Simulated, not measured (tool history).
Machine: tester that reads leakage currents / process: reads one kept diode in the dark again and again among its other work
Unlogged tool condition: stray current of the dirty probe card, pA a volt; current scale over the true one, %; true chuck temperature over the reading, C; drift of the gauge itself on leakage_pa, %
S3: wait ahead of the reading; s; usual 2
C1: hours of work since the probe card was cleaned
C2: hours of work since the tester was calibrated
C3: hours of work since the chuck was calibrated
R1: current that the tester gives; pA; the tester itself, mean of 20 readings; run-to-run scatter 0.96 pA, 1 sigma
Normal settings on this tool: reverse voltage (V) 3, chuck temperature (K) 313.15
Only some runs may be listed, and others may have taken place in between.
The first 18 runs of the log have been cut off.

{"run": 19, "hour": 556.3, "reverse voltage (V)": 2.46, "chuck temperature (K)": 295.15, "S3": 1.07, "C1": 130, "C2": 562, "C3": 395, "R1": 62.48}
{"run": 20, "hour": 579.3, "reverse voltage (V)": 2.46, "chuck temperature (K)": 295.15, "S3": 1.07, "C1": 146, "C2": 577, "C3": 410, "R1": 62.58}
{"run": 21, "hour": 603.2, "reverse voltage (V)": 1.33, "chuck temperature (K)": 317.15, "S3": 1.07, "C1": 162, "C2": 593, "C3": 427, "R1": 257.24}
{"run": 22, "hour": 639.6, "reverse voltage (V)": 1.33, "chuck temperature (K)": 317.15, "S3": 1.07, "C1": 187, "C2": 618, "C3": 451, "R1": 255.02}
{"run": 23, "hour": 672.2, "reverse voltage (V)": 8.74, "chuck temperature (K)": 321.15, "S3": 0.7, "C1": 209, "C2": 640, "C3": 474, "R1": 1030.75}
{"run": 24, "hour": 707.0, "reverse voltage (V)": 4.27, "chuck temperature (K)": 313.15, "S3": 4.89, "C1": 232, "C2": 664, "C3": 497, "R1": 366.89}
{"run": 25, "hour": 730.3, "reverse voltage (V)": 4.27, "chuck temperature (K)": 306.15, "S3": 1.02, "C1": 248, "C2": 680, "C3": 513, "R1": 212.6}
{"run": 26, "hour": 770.2, "reverse voltage (V)": 4.27, "chuck temperature (K)": 306.15, "S3": 1.02, "C1": 275, "C2": 707, "C3": 540, "R1": 211.9}
{"run": 27, "hour": 794.6, "reverse voltage (V)": 4.27, "chuck temperature (K)": 306.15, "S3": 1.02, "C1": 292, "C2": 724, "C3": 557, "R1": 212.75}
{"run": 28, "hour": 829.4, "reverse voltage (V)": 12.46, "chuck temperature (K)": 321.15, "S3": 2.92, "C1": 316, "C2": 747, "C3": 580, "R1": 1246.3}
{"run": 29, "hour": 862.9, "reverse voltage (V)": 10.04, "chuck temperature (K)": 313.15, "S3": 2, "C1": 338, "C2": 770, "C3": 603, "R1": 600.3}

Run 30 is up next; what results do you expect?
{"run": 30, "hour": 884.9, "reverse voltage (V)": 3, "chuck temperature (K)": 309.15, "S3": 3.14, "C1": 353, "C2": 785, "C3": 618, "R1": "?"}

{"run 30": {"R1": 216.98}}
Were there no unlogged condition in the tool, this run, its random variation unchanged, would have produced R1 234.38 pA.
